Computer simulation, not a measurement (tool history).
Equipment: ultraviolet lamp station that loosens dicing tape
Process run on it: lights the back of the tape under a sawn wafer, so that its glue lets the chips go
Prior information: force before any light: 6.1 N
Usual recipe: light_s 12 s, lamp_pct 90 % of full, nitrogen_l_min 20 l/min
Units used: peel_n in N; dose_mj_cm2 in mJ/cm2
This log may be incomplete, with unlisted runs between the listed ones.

| run | day | light_s | lamp_pct | nitrogen_l_min | peel_n | dose_mj_cm2 |
|---|---|---|---|---|---|---|
| 1 | 0.000 | 12 | 90 | 20 | 0.250 | 531 |
| 2 | 2.258 | 12 | 90 | 20 | 0.250 | 527 |
| 3 | 4.262 | 12 | 90 | 20 | 0.251 | 521 |
| 4 | 6.950 | 12 | 90 | 20 | 0.262 | 506 |
| 5 | 9.988 | 12 | 90 | 20 | 0.259 | 498 |
| 6 | 13.421 | 10 | 90 | 20 | 0.313 | 406 |
| 7 | 15.342 | 12 | 98 | 20 | 0.249 | 531 |
| 8 | 17.808 | 12 | 98 | 20 | 0.246 | 516 |
|  | 19.333 | window cleaned of glue's vapour |
| 9 | 20.492 | 22 | 98 | 20 | 0.229 | 974 |
| 10 | 23.808 | 22 | 98 | 20 | 0.214 | 954 |
| 11 | 27.150 | 22 | 98 | 20 | 0.233 | 951 |
| 12 | 28.833 | 22 | 98 | 20 | 0.218 | 932 |
| 13 | 32.154 | 12 | 74 | 34 | 0.289 | 373 |
| 14 | 36.138 | 12 | 74 | 34 | 0.302 | 362 |
| 15 | 40.042 | 12 | 64 | 33 | 0.381 | 310 |
| 16 | 43.850 | 22 | 90 | 20 | 0.233 | 777 |
| 17 | 47.338 | 8 | 77 | 23 | 0.716 | 233 |
| 18 | 49.596 | 12 | 90 | 27 | 0.280 | 400 |
| 19 | 52.333 | 12 | 90 | 24 | 0.308 | 394 |
|  | 54.379 | lamp changed |
| 20 | 55.800 | 12 | 62 | 7 | 0.734 | 349 |
| 21 | 58.750 | 12 | 70 | 30 | 0.296 | 389 |
|  | 60.108 | window cleaned of glue's vapour |
| 22 | 60.771 | 22 | 69 | 27 | 0.236 | 736 |
| 23 | 62.567 | 7 | 84 | 20 | 0.558 | 282 |

Branching from run 23: 5 alternative next runs. What would each branch give?
| A | 64.762 | 12 | 66 | 20 | ? | ? |
| B | 64.762 | 7 | 70 | 20 | ? | ? |
| C | 64.762 | 6 | 88 | 20 | ? | ? |
| D | 64.762 | 7 | 84 | 12 | ? | ? |
| E | 64.762 | 12 | 90 | 19 | ? | ? |

| run | peel_n | dose_mj_cm2 |
|---|---|---|
| A | 0.359 | 374 |
| B | 0.778 | 231 |
| C | 0.657 | 251 |
| D | 0.805 | 280 |
| E | 0.259 | 516 |
With no hidden state in the tool, these same runs would have given:
| run | peel_n | dose_mj_cm2 |
|---|---|---|
| A | 0.329 | 401 |
| B | 0.692 | 247 |
| C | 0.583 | 269 |
| D | 0.717 | 300 |
| E | 0.248 | 553 |
